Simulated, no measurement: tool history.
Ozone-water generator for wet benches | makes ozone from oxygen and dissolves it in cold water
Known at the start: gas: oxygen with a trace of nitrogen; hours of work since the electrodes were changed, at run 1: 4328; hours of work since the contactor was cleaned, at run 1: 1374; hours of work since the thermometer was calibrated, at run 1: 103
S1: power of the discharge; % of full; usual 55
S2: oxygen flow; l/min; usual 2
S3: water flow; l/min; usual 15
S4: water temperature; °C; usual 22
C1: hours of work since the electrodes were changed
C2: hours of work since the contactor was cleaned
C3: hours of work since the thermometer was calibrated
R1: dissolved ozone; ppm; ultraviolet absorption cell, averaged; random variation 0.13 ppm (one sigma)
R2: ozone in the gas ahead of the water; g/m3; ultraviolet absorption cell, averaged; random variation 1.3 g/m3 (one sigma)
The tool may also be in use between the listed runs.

run	hour	S1	S2	S3	S4	C1	C2	C3	R1	R2
1	0	55	2	15	22	4328	1374	103	14.9	231.6
2	98.3	55	2	15	22	4399	1445	174	14.6	231.8
3	199.7	53	2	15	22	4473	1519	248	14.3	226.1
4	361.6	55	2	15	22	4590	1636	365	15	232.6
5	487.5	55	2	15	22	4681	1727	457	14.7	232.7
6	624	55	2	15	22	4780	1826	556	14.8	231.6
7	784.8	55	2	15	27	4897	1943	672	13.9	231.7
8	960.1	55	2	15	17	5024	2070	799	15.6	232
9	1109	55	2	15	22	5132	2178	907	14.9	232.5
10	1203.7	55	2	14	22	5201	2247	976	15.8	229.7
11	1387.9	55	2	15	21	5334	2380	1109	14.7	228.5
12	1480.4	40	2	15	21	5401	2447	1176	12.6	195.8
# hour 1554.7: electrodes of the discharge changed
13	1565.6	55	2.17	15	22	8	2505	1234	15	225.8
14	1715.5	55	2.17	15	22	117	2613	1343	14.9	223.2
15	1879.4	55	2.17	15	22	235	2732	1461	15	223.5
16	1961.3	55	1.83	15	22	295	2792	1521	14.2	238.9
17	2103	55	1.83	15	22	397	2894	1623	14.7	234.7
18	2217.7	55	2.12	22	22	481	2978	1707	10.4	225.3
19	2366.6	55	2.12	22	22	589	3086	1815	10.5	223.6
20	2516.7	55	2.12	22	22	697	3194	1923	10.3	223.4
21	2679.6	54	2	15	26	816	3312	2042	14	225.9
22	2794.1	54	2	12	18	899	3395	2125	18.7	227.7
23	2924.9	54	2	12	18	993	3490	2219	18.6	227.3
24	3041.7	54	1.14	18	18	1078	3575	2304	10.2	282.4
25	3118.3	66	2	15	22	1134	3631	2360	16.3	252.3
26	3217.4	54	1.89	15	19	1205	3702	2431	14.6	229.6
27	3345.7	54	1.89	15	19	1298	3795	2524	14.9	228.4
28	3511	72	1.3	14	27	1418	3915	2644	15.1	311.4
29	3622.3	55	2	15	25	1499	3996	2725	14.3	223.8
30	3722.5	55	1.34	18	25	1572	4069	2798	10.4	267.2
# hour 3834.2: contactor cleaned
31	3862.9	55	1.34	18	25	1671	21	2897	10.6	263.5
32	4013.7	55	3.17	24	15	1780	130	3006	11.7	189.4
33	4089.2	55	3.17	24	15	1835	185	3061	11.6	188.6
# hour 4244.7: gauge calibrated
34	4252.6	55	3.17	24	15	1953	303	3179	11.6	196.2

How the hidden state differs across the entries between the runs, from the last listed run before each to the first after it:
Between runs 12 and 13: electrodes of the discharge changed (hour 1554.7)
  yield of the discharge, % of new electrodes': 99.7 -> 100; drift of the gauge itself on gas_g_m3, %: -0.99 -> -1.04
  measured less the result without the state, R2: -2.4 -> -2.4 g/m3
Between runs 30 and 31: contactor cleaned (hour 3834.2)
  contactor's efficiency, % of a clean one's: 99.8 -> 100; drift of the gauge itself on gas_g_m3, %: -2.48 -> -2.57
  measured less the result without the state, R2: -7 -> -7.2 g/m3
Between runs 33 and 34: gauge calibrated (hour 4244.7)
  drift of the gauge itself on gas_g_m3, %: -2.72 -> -0.01
  measured less the result without the state, R2: -5.5 -> -0.3 g/m3

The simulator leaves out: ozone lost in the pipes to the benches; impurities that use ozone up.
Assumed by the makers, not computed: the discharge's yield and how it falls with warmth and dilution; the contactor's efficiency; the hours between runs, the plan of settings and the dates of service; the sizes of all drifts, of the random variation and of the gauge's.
